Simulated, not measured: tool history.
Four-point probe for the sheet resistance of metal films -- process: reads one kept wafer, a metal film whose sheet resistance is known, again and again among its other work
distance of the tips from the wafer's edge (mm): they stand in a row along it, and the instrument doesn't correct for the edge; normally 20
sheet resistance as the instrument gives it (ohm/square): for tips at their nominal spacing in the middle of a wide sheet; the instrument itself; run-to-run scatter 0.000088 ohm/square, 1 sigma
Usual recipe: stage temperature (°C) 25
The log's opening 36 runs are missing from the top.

| run | day | stage temperature (°C) | distance of the tips from the wafer's edge (mm) | sheet resistance as the instrument gives it (ohm/square) |
|---|---|---|---|---|
| 37 | 83.683 | 24 | 64 | 0.438119 |
| 38 | 85.892 | 18 | 59 | 0.435394 |
| 39 | 88.604 | 18 | 59 | 0.435354 |
| 40 | 89.958 | 18 | 59 | 0.435196 |
| 41 | 92.167 | 18 | 59 | 0.435149 |
| 42 | 94.929 | 32 | 10 | 0.445246 |
| 43 | 97.625 | 22 | 54 | 0.436815 |
| 44 | 99.171 | 26 | 10 | 0.442274 |

Alternative continuations, all from the tool just after run 44; predict every row:
| A | 100.912 | 21 | 10 | ? |
| B | 100.912 | 25 | 9 | ? |
| C | 100.912 | 35 | 10 | ? |

| run | sheet resistance as the instrument gives it (ohm/square) |
|---|---|
| A | 0.440082 |
| B | 0.442716 |
| C | 0.446285 |
Stripped of hidden state, with their random variation kept, the same runs would have yielded:
| run | sheet resistance as the instrument gives it (ohm/square) |
|---|---|
| A | 0.440956 |
| B | 0.4436 |
| C | 0.447186 |
